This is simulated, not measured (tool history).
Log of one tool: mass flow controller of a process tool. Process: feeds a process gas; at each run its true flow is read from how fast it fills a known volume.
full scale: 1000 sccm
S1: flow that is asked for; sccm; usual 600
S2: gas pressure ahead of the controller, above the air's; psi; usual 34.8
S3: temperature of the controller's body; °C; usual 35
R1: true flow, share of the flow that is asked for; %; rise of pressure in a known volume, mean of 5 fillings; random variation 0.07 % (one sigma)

run 1 hour=0 | S1=600 S2=34.8 S3=35 | R1=97.81
run 2 hour=125.5 | S1=600 S2=34.8 S3=35 | R1=97.7
run 3 hour=226 | S1=600 S2=34.8 S3=35 | R1=97.71
run 4 hour=342.5 | S1=600 S2=34.8 S3=35 | R1=97.6
run 5 hour=461.4 | S1=147 S2=34.8 S3=35 | R1=95.4
run 6 hour=578.8 | S1=147 S2=34.8 S3=35 | R1=95.39
run 7 hour=731.6 | S1=600 S2=34.8 S3=35 | R1=97.37
run 8 hour=827 | S1=445 S2=34.8 S3=35 | R1=96.96
-- hour=842 controller's zero set anew
run 9 hour=939.8 | S1=248 S2=34.8 S3=35 | R1=95.78
run 10 hour=1012.3 | S1=198 S2=28.6 S3=35 | R1=95.42
run 11 hour=1151.9 | S1=228 S2=23.4 S3=28 | R1=96.1
run 12 hour=1235.2 | S1=228 S2=23.4 S3=28 | R1=96.06
run 13 hour=1373.5 | S1=494 S2=32.2 S3=35 | R1=96.85
run 14 hour=1457.8 | S1=494 S2=28.1 S3=34 | R1=97.02
run 15 hour=1585.5 | S1=494 S2=28.1 S3=34 | R1=96.87

Forecast run 16:
-- hour=1629.8 controller's zero set anew, once more
run 16 hour=1673.8 | S1=871 S2=32.2 S3=22 | R1=?

{"run 16": {"R1": 99.21}}
Without the tool's hidden state the same run would have given R1 99.69 %.

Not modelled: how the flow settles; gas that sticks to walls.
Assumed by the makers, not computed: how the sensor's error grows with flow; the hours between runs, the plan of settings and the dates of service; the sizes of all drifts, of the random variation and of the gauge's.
